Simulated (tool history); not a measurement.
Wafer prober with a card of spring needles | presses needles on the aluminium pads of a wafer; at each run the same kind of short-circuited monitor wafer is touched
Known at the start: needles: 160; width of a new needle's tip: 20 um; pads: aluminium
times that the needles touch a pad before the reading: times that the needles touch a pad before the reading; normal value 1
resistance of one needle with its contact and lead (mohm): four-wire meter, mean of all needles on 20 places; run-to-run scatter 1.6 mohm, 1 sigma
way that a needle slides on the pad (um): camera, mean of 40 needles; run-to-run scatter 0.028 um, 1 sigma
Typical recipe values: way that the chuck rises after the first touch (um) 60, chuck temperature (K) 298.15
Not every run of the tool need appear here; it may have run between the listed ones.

run   hour  way that the chuck rises after the first touch (um)  chuck temperature (K)  times that the needles touch a pad before the reading  resistance of one needle with its contact and lead (mohm)  way that a needle slides on the pad (um)
  1    0.0                                                   60                 298.15                                                      1                                                        165                                      8.30
       8.8  -- tips cleaned on abrasive film
      17.2  -- tips cleaned on abrasive film
  2   18.5                                                   60                 298.15                                                      1                                                        181                                      8.22
      25.1  -- tips cleaned on abrasive film
  3   27.4                                                   60                 298.15                                                      1                                                        189                                      8.21
      32.9  -- tips cleaned on abrasive film
  4   38.9                                                   60                 298.15                                                      1                                                        211                                      8.22
      41.8  -- tips cleaned on abrasive film
  5   47.6                                                   60                 298.15                                                      1                                                        212                                      8.18
      51.1  -- tips cleaned on abrasive film
      58.9  -- tips cleaned on abrasive film
  6   64.4                                                   60                 298.15                                                      1                                                        205                                      8.18
      67.7  -- tips cleaned on abrasive film
      75.6  -- tips cleaned on abrasive film
  7   80.8                                                   53                 298.15                                                      1                                                        225                                      7.11
      83.7  -- tips cleaned on abrasive film
      86.2  -- tips cleaned on abrasive film, once more
  8   89.8                                                   43                 298.15                                                      1                                                        239                                      5.67
      94.3  -- tips cleaned on abrasive film
     102.7  -- tips cleaned on abrasive film
  9  107.0                                                   69                 331.15                                                      2                                                        178                                      9.31
     110.6  -- tips cleaned on abrasive film
 10  116.1                                                   45                 318.15                                                      1                                                        272                                      5.90
     118.9  -- tips cleaned on abrasive film
 11  124.3                                                   68                 298.15                                                      2                                                        177                                      9.11
     127.7  -- tips cleaned on abrasive film
     136.1  -- tips cleaned on abrasive film
 12  136.1                                                   68                 298.15                                                      2                                                        160                                      9.12
     144.2  -- tips cleaned on abrasive film
 13  144.2                                                   43                 298.15                                                      2                                                        172                                      5.53
     152.6  -- tips cleaned on abrasive film
 14  155.2                                                   68                 298.15                                                      1                                                        180                                      9.06
     160.6  -- tips cleaned on abrasive film
     169.3  -- tips cleaned on abrasive film
 15  174.2                                                   68                 338.15                                                      1                                                        197                                      9.03

What will run 16 give?
     178.5  -- tips cleaned on abrasive film
     187.1  -- tips cleaned on abrasive film
 16  188.3                                                   68                 338.15                                                      1                                                          ?                                         ?

{"run 16": {"resistance of one needle with its contact and lead (mohm)": 178, "way that a needle slides on the pad (um)": 8.95}}
Were there no unlogged condition in the tool, this run, its random variation unchanged, would have produced resistance of one needle with its contact and lead (mohm) 162, way that a needle slides on the pad (um) 9.59.
